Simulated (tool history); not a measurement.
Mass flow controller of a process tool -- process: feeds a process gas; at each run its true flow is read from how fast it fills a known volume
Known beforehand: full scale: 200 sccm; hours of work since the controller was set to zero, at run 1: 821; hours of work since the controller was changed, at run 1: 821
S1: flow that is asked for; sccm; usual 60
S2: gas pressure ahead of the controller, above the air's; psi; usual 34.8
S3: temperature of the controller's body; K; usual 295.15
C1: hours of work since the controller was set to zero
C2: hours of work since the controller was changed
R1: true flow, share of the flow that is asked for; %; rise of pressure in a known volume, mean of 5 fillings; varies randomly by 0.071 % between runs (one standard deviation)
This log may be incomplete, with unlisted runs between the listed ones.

| run | hour | S1 | S2 | S3 | C1 | C2 | R1 |
|---|---|---|---|---|---|---|---|
| 1 | 0.0 | 60 | 34.8 | 295.15 | 821 | 821 | 99.80 |
| 2 | 55.7 | 60 | 34.8 | 295.15 | 854 | 854 | 99.63 |
| 3 | 144.0 | 60 | 34.8 | 304.15 | 907 | 907 | 99.07 |
| 4 | 238.4 | 70 | 34.8 | 304.15 | 963 | 963 | 98.87 |
| 5 | 294.1 | 60 | 34.8 | 295.15 | 995 | 995 | 99.34 |
| 6 | 338.7 | 60 | 34.8 | 301.15 | 1022 | 1022 | 98.80 |
| 7 | 426.6 | 57 | 34.8 | 301.15 | 1074 | 1074 | 98.85 |
| 8 | 487.4 | 57 | 34.8 | 301.15 | 1110 | 1110 | 98.69 |
| 9 | 560.5 | 60 | 31.2 | 295.15 | 1153 | 1153 | 99.05 |
| 10 | 634.0 | 60 | 31.2 | 295.15 | 1197 | 1197 | 99.16 |
| 11 | 678.2 | 60 | 34.8 | 295.15 | 1223 | 1223 | 98.94 |
| 12 | 741.5 | 60 | 34.8 | 295.15 | 1260 | 1260 | 98.78 |
| 13 | 801.4 | 60 | 34.8 | 295.15 | 1296 | 1296 | 98.71 |
|  | 823.0 | gauge calibrated |
| 14 | 866.1 | 60 | 34.8 | 295.15 | 1334 | 1334 | 99.72 |
| 15 | 946.8 | 60 | 28.3 | 295.15 | 1382 | 1382 | 99.81 |
| 16 | 1026.3 | 60 | 34.8 | 293.15 | 1429 | 1429 | 99.76 |
| 17 | 1098.2 | 60 | 34.8 | 298.15 | 1471 | 1471 | 99.28 |
| 18 | 1167.3 | 60 | 34.8 | 298.15 | 1512 | 1512 | 99.07 |
| 19 | 1242.8 | 60 | 34.8 | 298.15 | 1557 | 1557 | 99.08 |
| 20 | 1289.8 | 60 | 34.8 | 298.15 | 1585 | 1585 | 99.11 |
| 21 | 1377.1 | 102 | 26.1 | 295.15 | 1636 | 1636 | 99.53 |
| 22 | 1473.0 | 84 | 24.9 | 295.15 | 1693 | 1693 | 99.28 |
| 23 | 1521.3 | 52 | 31.3 | 295.15 | 1721 | 1721 | 98.92 |
| 24 | 1597.7 | 175 | 34.8 | 305.15 | 1767 | 1767 | 98.34 |
| 25 | 1685.8 | 151 | 23.5 | 305.15 | 1819 | 1819 | 98.53 |
| 26 | 1736.4 | 94 | 27.7 | 313.15 | 1849 | 1849 | 97.72 |
| 27 | 1816.8 | 125 | 32.8 | 313.15 | 1896 | 1896 | 97.46 |
| 28 | 1888.2 | 125 | 32.8 | 313.15 | 1939 | 1939 | 97.24 |
| 29 | 1934.9 | 101 | 37.3 | 300.15 | 1966 | 1966 | 98.16 |

The next listed run, before its measurement:
| 30 | 2006.5 | 38 | 29.2 | 300.15 | 2009 | 2009 | ? |

{"run 30": {"R1": 98.17}}
With no hidden state in the tool, this same run would have given R1 99.62 %.
